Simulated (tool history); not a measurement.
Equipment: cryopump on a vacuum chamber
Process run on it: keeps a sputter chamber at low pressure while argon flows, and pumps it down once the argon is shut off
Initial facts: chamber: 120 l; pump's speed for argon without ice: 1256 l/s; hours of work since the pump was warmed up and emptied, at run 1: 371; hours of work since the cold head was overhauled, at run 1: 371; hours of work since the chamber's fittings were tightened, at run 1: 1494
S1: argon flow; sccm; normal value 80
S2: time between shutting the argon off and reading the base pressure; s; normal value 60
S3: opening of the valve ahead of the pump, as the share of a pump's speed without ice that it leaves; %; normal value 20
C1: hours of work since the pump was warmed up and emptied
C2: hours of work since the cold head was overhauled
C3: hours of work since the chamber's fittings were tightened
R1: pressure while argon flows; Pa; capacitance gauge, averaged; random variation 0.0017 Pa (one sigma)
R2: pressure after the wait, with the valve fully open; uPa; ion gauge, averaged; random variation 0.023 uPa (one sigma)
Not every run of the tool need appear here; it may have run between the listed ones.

run	hour	S1	S2	S3	C1	C2	C3	R1	R2
1	0	80	60	20	371	371	1494	0.551	2.19
2	15.9	80	60	20	383	383	1506	0.5511	2.25
3	31.4	80	60	20	395	395	1518	0.5512	2.36
4	52.6	80	31	20	412	412	1535	0.5532	2.84
5	64.7	80	60	20	421	421	1544	0.5499	2.29
6	79.6	80	60	20	432	432	1555	0.5534	2.44
7	100.5	80	60	20	448	448	1571	0.5532	2.4
8	116.5	129	60	20	461	461	1584	0.8933	2.37
9	137.2	129	60	20	477	477	1600	0.8991	2.51
10	148.5	129	60	20	485	485	1608	0.8987	2.51
11	163.6	129	60	20	497	497	1620	0.9009	2.45
12	180.2	129	60	20	510	510	1633	0.8956	2.53
13	200.2	39	60	20	525	525	1648	0.2718	2.53
14	221.9	80	60	20	542	542	1665	0.5551	2.51
15	239.7	67	60	20	555	555	1678	0.4682	2.58
16	254.8	67	60	20	567	567	1690	0.4682	2.56
17	265.8	67	60	20	576	576	1699	0.4674	2.54
18	276	68	60	20	583	583	1706	0.4771	2.54
19	288	63	26	48	593	593	1716	0.1952	3.38
20	308.6	63	26	48	608	608	1731	0.1948	3.45
21	324.9	63	26	52	621	621	1744	0.1816	3.52
22	335.5	116	32	23	629	629	1752	0.7128	3.2
23	351	58	21	17	641	641	1764	0.4777	3.77
24	369	58	21	17	655	655	1778	0.4776	3.78
25	386.5	58	21	17	668	668	1791	0.4802	3.8
26	401.2	67	273	28	680	680	1803	0.3451	2.32
# hour 410.1: pump warmed up, emptied and cooled again
27	419.3	96	125	16	7	690	1813	0.8095	2.12
28	433.1	96	125	16	18	700	1823	0.8118	2.08
29	447.3	48	287	20	29	711	1834	0.3251	1.95
30	461.5	71	287	41	40	722	1845	0.2351	1.98
31	480.6	56	60	20	54	737	1860	0.3801	2.5
32	496.5	89	60	20	66	749	1872	0.6019	2.4
33	517.2	33	281	44	82	765	1888	0.1029	2.11
34	526.7	158	144	20	90	772	1895	1.0691	2.14

Each run again, without the hidden state but with its own random variation kept:
Unlogged tool condition in this case: pump's speed, % of a pump's without ice; cold plate's temperature, K; leak into the chamber, uPa l/s; drift of the gauge itself on working_pa, %; drift of the gauge itself on base_upa, %.
run	R1	R2
1	0.5379	0.77
2	0.5375	0.8
3	0.5371	0.84
4	0.5385	1.36
5	0.5349	0.78
6	0.5379	0.86
7	0.5371	0.83
8	0.8664	0.81
9	0.8711	0.87
10	0.8701	0.85
11	0.8714	0.83
12	0.8655	0.85
13	0.2624	0.85
14	0.5352	0.81
15	0.4509	0.84
16	0.4505	0.82
17	0.4495	0.79
18	0.4586	0.79
19	0.1777	1.57
20	0.1768	1.6
21	0.163	1.63
22	0.6783	1.34
23	0.46	1.88
24	0.4594	1.9
25	0.4615	1.87
26	0.323	0.37
27	0.8073	0.54
28	0.8092	0.51
29	0.3237	0.36
30	0.2327	0.36
31	0.3777	0.86
32	0.5979	0.79
33	0.1012	0.41
34	1.0604	0.47

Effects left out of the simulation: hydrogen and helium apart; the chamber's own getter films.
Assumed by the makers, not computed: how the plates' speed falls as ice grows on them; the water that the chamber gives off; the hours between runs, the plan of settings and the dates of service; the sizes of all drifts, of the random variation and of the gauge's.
